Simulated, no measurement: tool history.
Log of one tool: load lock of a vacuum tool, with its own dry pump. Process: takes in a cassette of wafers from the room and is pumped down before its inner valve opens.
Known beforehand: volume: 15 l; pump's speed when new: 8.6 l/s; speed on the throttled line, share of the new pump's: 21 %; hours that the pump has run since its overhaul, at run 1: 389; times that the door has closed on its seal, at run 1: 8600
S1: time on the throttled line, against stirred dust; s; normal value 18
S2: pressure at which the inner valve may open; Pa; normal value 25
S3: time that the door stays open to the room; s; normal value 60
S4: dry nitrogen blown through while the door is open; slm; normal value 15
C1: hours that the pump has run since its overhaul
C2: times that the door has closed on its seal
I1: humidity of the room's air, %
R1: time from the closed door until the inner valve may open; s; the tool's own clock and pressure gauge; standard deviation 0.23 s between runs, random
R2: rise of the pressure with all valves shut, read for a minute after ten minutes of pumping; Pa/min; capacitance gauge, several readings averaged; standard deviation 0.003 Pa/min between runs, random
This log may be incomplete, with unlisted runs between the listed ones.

run,hour,S1,S2,S3,S4,C1,C2,I1,R1,R2
1,0,18,25,60,15,389,8600,46.2,28.8,0.076
2,282.6,18,25,60,15,672,9920,45.4,28.9,0.076
3,670.9,18,25,60,15,1060,11733,46.8,29.4,0.083
4,1195.8,18,25,60,15,1585,14185,44.9,28.8,0.082
5,1578.8,18,25,60,15,1968,15974,41.6,29.1,0.088
6,1821.8,18,25,60,15,2211,17109,47.2,29.2,0.096
7,2367.2,18,25,26,15,2756,19656,45,29.1,0.081
8,2801.5,18,25,26,15,3191,21684,45.3,29.2,0.085
9,3238.4,34,36,52,10,3628,23725,43.4,41.1,0.117
10,3614.5,34,36,52,10,4004,25481,43.5,41.6,0.115

3 options for the next run, each taken on its own from the tool as it stands now. Forecast them:
A,3895,19,34,60,15,4284,26791,43.6,?,?
B,3895,18,25,87,15,4284,26791,46.8,?,?
C,3895,18,25,52,14,4284,26791,45.4,?,?

run,R1,R2
A,29.4,0.12
B,29.6,0.141
C,29.4,0.119
Stripped of hidden state, with their random variation kept, the same runs would have yielded:
run,R1,R2
A,29.1,0.055
B,29.2,0.076
C,29,0.053

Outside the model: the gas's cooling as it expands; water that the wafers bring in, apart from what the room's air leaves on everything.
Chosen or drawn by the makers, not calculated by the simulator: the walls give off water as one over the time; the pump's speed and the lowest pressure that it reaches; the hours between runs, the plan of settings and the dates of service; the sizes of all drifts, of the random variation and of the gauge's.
